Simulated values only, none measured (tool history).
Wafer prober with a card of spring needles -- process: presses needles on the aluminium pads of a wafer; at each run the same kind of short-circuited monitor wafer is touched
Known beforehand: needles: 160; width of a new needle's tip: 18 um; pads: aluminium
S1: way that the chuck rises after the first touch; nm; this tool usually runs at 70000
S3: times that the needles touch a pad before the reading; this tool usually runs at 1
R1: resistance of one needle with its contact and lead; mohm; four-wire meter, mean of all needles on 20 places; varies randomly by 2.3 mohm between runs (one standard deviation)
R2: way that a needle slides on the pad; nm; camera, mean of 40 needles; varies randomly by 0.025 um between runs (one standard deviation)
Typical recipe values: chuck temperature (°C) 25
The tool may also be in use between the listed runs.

run 1 hour=0.0 | S1=70000 chuck_temperature_(°C)=25 S3=1 | R1=326 R2=15700
-- hour=1.9 tips cleaned on abrasive film
-- hour=10.5 tips cleaned on abrasive film
run 2 hour=15.6 | S1=70000 chuck_temperature_(°C)=25 S3=1 | R1=321 R2=15660
-- hour=19.2 tips cleaned on abrasive film
-- hour=27.6 tips cleaned on abrasive film
-- hour=34.7 tips cleaned on abrasive film
-- hour=43.6 tips cleaned on abrasive film
run 3 hour=43.9 | S1=70000 chuck_temperature_(°C)=25 S3=1 | R1=275 R2=15660
-- hour=52.3 tips cleaned on abrasive film
-- hour=60.5 tips cleaned on abrasive film
-- hour=69.0 tips cleaned on abrasive film
run 4 hour=69.0 | S1=70000 chuck_temperature_(°C)=25 S3=1 | R1=273 R2=15560
-- hour=74.3 height of the first contact set anew
-- hour=77.9 tips cleaned on abrasive film
-- hour=86.8 tips cleaned on abrasive film
-- hour=95.7 tips cleaned on abrasive film
run 5 hour=97.1 | S1=70000 chuck_temperature_(°C)=25 S3=2 | R1=274 R2=15940
-- hour=104.2 tips cleaned on abrasive film
-- hour=112.6 tips cleaned on abrasive film
run 6 hour=113.3 | S1=60000 chuck_temperature_(°C)=25 S3=2 | R1=285 R2=13600
-- hour=120.3 tips cleaned on abrasive film
-- hour=128.9 tips cleaned on abrasive film
-- hour=136.1 tips cleaned on abrasive film
run 7 hour=141.8 | S1=50000 chuck_temperature_(°C)=74 S3=3 | R1=319 R2=11250
-- hour=143.7 tips cleaned on abrasive film
-- hour=152.2 tips cleaned on abrasive film
-- hour=160.8 tips cleaned on abrasive film
run 8 hour=164.0 | S1=86000 chuck_temperature_(°C)=25 S3=1 | R1=288 R2=19440
-- hour=169.4 tips cleaned on abrasive film
-- hour=178.3 tips cleaned on abrasive film
-- hour=187.0 tips cleaned on abrasive film
run 9 hour=190.7 | S1=86000 chuck_temperature_(°C)=88 S3=1 | R1=308 R2=19420
-- hour=195.6 tips cleaned on abrasive film
-- hour=204.3 tips cleaned on abrasive film
run 10 hour=204.9 | S1=86000 chuck_temperature_(°C)=88 S3=1 | R1=289 R2=19360
-- hour=211.7 tips cleaned on abrasive film
-- hour=220.5 tips cleaned on abrasive film
run 11 hour=220.6 | S1=70000 chuck_temperature_(°C)=25 S3=2 | R1=269 R2=15680
-- hour=229.1 tips cleaned on abrasive film
-- hour=236.3 tips cleaned on abrasive film
run 12 hour=241.4 | S1=70000 chuck_temperature_(°C)=43 S3=1 | R1=328 R2=15660

3 options for the next run, each taken on its own from the tool as it stands now. Forecast them:
-- hour=245.0 tips cleaned on abrasive film
-- hour=253.9 tips cleaned on abrasive film
run A hour=257.0 | S1=53000 chuck_temperature_(°C)=86 S3=1 | R1=? R2=?
-- hour=245.0 tips cleaned on abrasive film
-- hour=253.9 tips cleaned on abrasive film
run B hour=257.0 | S1=70000 chuck_temperature_(°C)=43 S3=2 | R1=? R2=?
-- hour=245.0 tips cleaned on abrasive film
-- hour=253.9 tips cleaned on abrasive film
run C hour=257.0 | S1=54000 chuck_temperature_(°C)=25 S3=1 | R1=? R2=?

run=A R1=359 R2=11750
run=B R1=303 R2=15630
run=C R1=340 R2=12020
The same runs, with their run-to-run variation unchanged, on a tool lacking any hidden condition would have given:
run=A R1=291 R2=12030
run=B R1=275 R2=15910
run=C R1=269 R2=12300
